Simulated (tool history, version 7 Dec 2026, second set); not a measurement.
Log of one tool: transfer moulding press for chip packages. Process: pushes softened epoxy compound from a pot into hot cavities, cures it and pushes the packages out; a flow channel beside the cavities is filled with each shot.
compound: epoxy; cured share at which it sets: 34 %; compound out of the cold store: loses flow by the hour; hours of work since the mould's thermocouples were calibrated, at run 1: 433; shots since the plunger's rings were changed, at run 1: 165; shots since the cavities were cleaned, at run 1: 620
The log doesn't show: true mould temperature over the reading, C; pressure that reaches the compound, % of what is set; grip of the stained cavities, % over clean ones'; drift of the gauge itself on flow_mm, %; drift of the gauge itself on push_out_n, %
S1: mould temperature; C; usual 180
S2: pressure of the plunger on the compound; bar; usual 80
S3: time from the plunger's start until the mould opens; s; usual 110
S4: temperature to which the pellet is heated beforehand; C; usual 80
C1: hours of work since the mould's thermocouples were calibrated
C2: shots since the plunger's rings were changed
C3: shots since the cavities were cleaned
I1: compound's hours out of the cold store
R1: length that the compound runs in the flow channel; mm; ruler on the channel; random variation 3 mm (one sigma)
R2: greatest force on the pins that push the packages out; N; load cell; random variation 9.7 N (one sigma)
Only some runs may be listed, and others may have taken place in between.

| run | hour | S1 | S2 | S3 | S4 | C1 | C2 | C3 | I1 | R1 | R2 |
|---|---|---|---|---|---|---|---|---|---|---|---|
| 1 | 0 | 180 | 80 | 110 | 80 | 433 | 165 | 620 | 47.5 | 916 | 734 |
|  | 43.7 | cavities cleaned with cleaning compound and waxed |
| 2 | 66.6 | 180 | 80 | 121 | 80 | 464 | 670 | 177 | 46.5 | 916 | 485 |
| 3 | 141.5 | 180 | 80 | 110 | 85 | 498 | 1251 | 758 | 12.2 | 1003 | 769 |
|  | 169.3 | cavities cleaned with cleaning compound and waxed |
|  | 201.3 | mould's thermocouples calibrated |
| 4 | 210.6 | 180 | 80 | 110 | 85 | 4 | 1759 | 305 | 40.5 | 923 | 655 |
| 5 | 276.8 | 180 | 87.3 | 110 | 80 | 35 | 2272 | 818 | 44.4 | 951 | 785 |
|  | 294.8 | cavities cleaned with cleaning compound and waxed |
|  | 327.3 | plunger's sealing rings changed |
| 6 | 356.3 | 180 | 80 | 110 | 88 | 70 | 225 | 457 | 46.8 | 921 | 700 |
|  | 420.6 | cavities cleaned with cleaning compound and waxed |
| 7 | 443.5 | 180 | 80 | 110 | 88 | 110 | 890 | 178 | 27.7 | 967 | 601 |
| 8 | 483.7 | 180 | 80 | 110 | 80 | 129 | 1201 | 489 | 10.4 | 1015 | 737 |
| 9 | 533.6 | 180 | 80 | 110 | 80 | 152 | 1588 | 876 | 42.3 | 919 | 770 |
|  | 542.4 | cavities cleaned with cleaning compound and waxed |
| 10 | 595.1 | 180 | 92.6 | 110 | 80 | 180 | 2052 | 408 | 28 | 1029 | 668 |
|  | 663.1 | cavities cleaned with cleaning compound and waxed |
|  | 677.4 | plunger's sealing rings changed |
| 11 | 680.4 | 180 | 92.6 | 110 | 80 | 218 | 23 | 115 | 15.7 | 1088 | 546 |
| 12 | 748.4 | 180 | 80 | 114 | 80 | 249 | 550 | 642 | 43 | 929 | 709 |
|  | 790.1 | cavities cleaned with cleaning compound and waxed |
| 13 | 806.8 | 180 | 80 | 110 | 80 | 276 | 991 | 129 | 30.6 | 962 | 545 |
| 14 | 886.3 | 180 | 80 | 101 | 80 | 313 | 1607 | 745 | 18.8 | 981 | 928 |
|  | 911 | cavities cleaned with cleaning compound and waxed |
| 15 | 943.2 | 180 | 80 | 101 | 80 | 338 | 2037 | 250 | 34.5 | 939 | 720 |
| 16 | 1014 | 181 | 94.3 | 145 | 78 | 371 | 2585 | 798 | 13.4 | 1070 | 640 |
|  | 1021 | plunger's sealing rings changed |
|  | 1035.3 | cavities cleaned with cleaning compound and waxed |
| 17 | 1098.8 | 181 | 84.5 | 145 | 83 | 409 | 591 | 492 | 22 | 1006 | 554 |
|  | 1157 | cavities cleaned with cleaning compound and waxed |
| 18 | 1171.5 | 181 | 84.5 | 145 | 83 | 442 | 1144 | 113 | 20.7 | 1009 | 418 |
| 19 | 1245.2 | 181 | 84.5 | 146 | 83 | 476 | 1715 | 684 | 25.8 | 983 | 621 |
|  | 1283 | cavities cleaned with cleaning compound and waxed |
| 20 | 1311.5 | 176 | 76.1 | 97 | 80 | 506 | 2217 | 221 | 33.5 | 929 | 1006 |
|  | 1353.1 | mould's thermocouples calibrated |
|  | 1367.9 | plunger's sealing rings changed |
| 21 | 1375.1 | 183 | 76.1 | 97 | 80 | 9 | 55 | 678 | 17.3 | 963 | 834 |
|  | 1408.4 | cavities cleaned with cleaning compound and waxed |
| 22 | 1461.2 | 187 | 80 | 110 | 83 | 48 | 712 | 410 | 39.9 | 909 | 566 |
|  | 1528.3 | cavities cleaned with cleaning compound and waxed |
| 23 | 1548.1 | 179 | 80 | 134 | 80 | 88 | 1373 | 153 | 48 | 908 | 478 |
| 24 | 1630.8 | 179 | 80 | 134 | 80 | 127 | 2014 | 794 | 20.5 | 977 | 640 |
|  | 1647.7 | cavities cleaned with cleaning compound and waxed |
| 25 | 1702.8 | 184 | 80 | 126 | 80 | 159 | 2561 | 427 | 8.9 | 986 | 549 |
|  | 1715.3 | plunger's sealing rings changed |
|  | 1774.1 | cavities cleaned with cleaning compound and waxed |
| 26 | 1778.8 | 184 | 80 | 126 | 80 | 193 | 481 | 37 | 28.8 | 950 | 387 |

Branching from run 26: 4 alternative next runs. What would each branch give?
| A | 1868 | 184 | 80 | 127 | 80 | 234 | 1172 | 728 | 34.2 | ? | ? |
| B | 1868 | 178 | 94.9 | 126 | 86 | 234 | 1172 | 728 | 28.7 | ? | ? |
| C | 1868 | 184 | 80 | 138 | 80 | 234 | 1172 | 728 | 40.8 | ? | ? |
| D | 1868 | 180 | 80 | 110 | 73 | 234 | 1172 | 728 | 36.5 | ? | ? |

| run | R1 | R2 |
|---|---|---|
| A | 932 | 608 |
| B | 1050 | 704 |
| C | 909 | 608 |
| D | 936 | 764 |
Without the tool's unlogged condition, the same runs would have read:
| run | R1 | R2 |
|---|---|---|
| A | 945 | 345 |
| B | 1066 | 404 |
| C | 922 | 343 |
| D | 949 | 442 |

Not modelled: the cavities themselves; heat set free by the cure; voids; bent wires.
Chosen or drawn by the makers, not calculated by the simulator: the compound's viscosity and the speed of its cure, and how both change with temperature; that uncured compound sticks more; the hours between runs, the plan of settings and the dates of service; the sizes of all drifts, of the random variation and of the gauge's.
